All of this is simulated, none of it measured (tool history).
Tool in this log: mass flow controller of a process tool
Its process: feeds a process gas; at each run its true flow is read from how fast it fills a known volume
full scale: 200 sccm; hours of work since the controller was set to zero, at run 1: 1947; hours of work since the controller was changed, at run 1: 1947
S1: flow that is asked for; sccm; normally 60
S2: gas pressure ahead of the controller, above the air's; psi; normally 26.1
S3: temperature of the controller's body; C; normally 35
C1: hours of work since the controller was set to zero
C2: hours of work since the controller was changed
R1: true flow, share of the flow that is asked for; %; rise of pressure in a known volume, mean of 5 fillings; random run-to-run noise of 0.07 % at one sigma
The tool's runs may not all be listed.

run    hour   S1    S2  S3    C1    C2     R1
  1       0   60  26.1  35  1947  1947  98.03
  2   117.1   60  26.1  35  2034  2034  97.74
  3   234.2   60  26.1  35  2121  2121  97.86
  4   307.8   60  26.1  35  2176  2176  97.95
  5   437.3   60  26.1  39  2272  2272  97.46
  6   526.3   60  26.1  39  2338  2338  97.43
  7   608.7   60  26.1  35  2400  2400  97.74
  8   760.5   60  26.1  29  2513  2513  98.34
  9   885.7   60  26.1  38  2606  2606  97.42
 10  1035.2   60  26.1  38  2717  2717  97.36
 11  1172.1   60  26.1  35  2819  2819   97.7
 12  1275.9   60  26.1  35  2896  2896  97.67
 13  1402.7  126  26.1  35  2990  2990   98.1
 14  1569.6  126  26.1  35  3114  3114  98.13
 15  1702.5  126  22.2  35  3213  3213  98.21
 16  1804.5   60  26.5  35  3289  3289  97.47
 17    1954   60  26.1  35  3400  3400  97.43
 18  2112.1   60  26.1  35  3518  3518  97.51
 19  2217.1   60  26.1  35  3596  3596  97.37
 20  2353.8   60  26.1  35  3698  3698  97.36
 21  2518.6   60  26.1  35  3820  3820  97.23
 22  2611.5   60    35  35  3889  3889  96.91
 23  2774.6   60  26.1  35  4011  4011  97.37
 24    2931   36  35.7  31  4127  4127  96.92
 25  3080.1   60  20.3  35  4238  4238  97.51
 26  3159.7  168  20.3  35  4297  4297  98.34
 27  3262.1   54    22  37  4373  4373   97.1
 28  3415.2   60  27.7  35  4487  4487  97.08
     3427.3  -- gauge calibrated
 29  3500.7   60  27.7  35  4551  4551  97.74
 30  3652.6   60  27.7  35  4664  4664  97.66
 31  3817.3   41  30.7  29  4786  4786  98.11
 32    3928   41  30.7  29  4869  4869  98.11
 33    4058   41  29.2  38  4965  4965  97.21
 34  4200.3   60  32.6  35  5071  5071  97.41
 35    4277   60  32.6  35  5128  5128  97.51
 36    4430   60    27  29  5242  5242  98.29
 37  4537.1  199    35  28  5322  5322  99.16
 38  4627.1  199    35  28  5389  5389  99.16
 39  4777.1   49    35  28  5500  5500  97.86
 40  4860.7   49  23.1  28  5563  5563  98.42
 41  5024.3  152  26.1  34  5684  5684  98.34
     5034.4  -- gauge calibrated
 42  5121.8   22  29.2  21  5757  5757  98.99
     5170.3  -- controller's zero set anew
 43  5277.8  164  37.7  23    80  5873  99.49
 44  5350.4  128    39  33   134  5927   98.1
 45  5471.2   60  39.2  35   224  6016  97.18
 46  5636.8   81  28.4  27   347  6140  98.56

For some of the steps in R1 from one run to the next: how much would appear even if the tool had no hidden state, given the settings, what came in and random variation, and how much remains for the hidden state plus any gauge scatter that the measured result and the result without hidden state don't share?
Hidden conditions of the tool in this case: flow at rest that the sensor doesn't see, % of full scale; true flow over the shown one, %; drift of the gauge itself on true_pct, %.
Run 28 -> 29: gauge calibrated. R1 +0.66 %: hidden state +0.82, all else -0.16.
Run 38 -> 39: S1 199 -> 49. R1 -1.3 %: hidden state -0.02, all else -1.28.
Run 41 -> 42: S1 152 -> 22, S2 26.1 -> 29.2, S3 34 -> 21, gauge calibrated. R1 +0.65 %: hidden state +0.41, all else +0.24.
Run 42 -> 43: S1 22 -> 164, S2 29.2 -> 37.7, S3 21 -> 23, controller's zero set anew. R1 +0.5 %: hidden state -0.09, all else +0.59.
Run 43 -> 44: S1 164 -> 128, S2 37.7 -> 39, S3 23 -> 33. R1 -1.39 %: hidden state -0.01, all else -1.38.
Run 45 -> 46: S1 60 -> 81, S2 39.2 -> 28.4, S3 35 -> 27. R1 +1.38 %: hidden state -0.04, all else +1.42.

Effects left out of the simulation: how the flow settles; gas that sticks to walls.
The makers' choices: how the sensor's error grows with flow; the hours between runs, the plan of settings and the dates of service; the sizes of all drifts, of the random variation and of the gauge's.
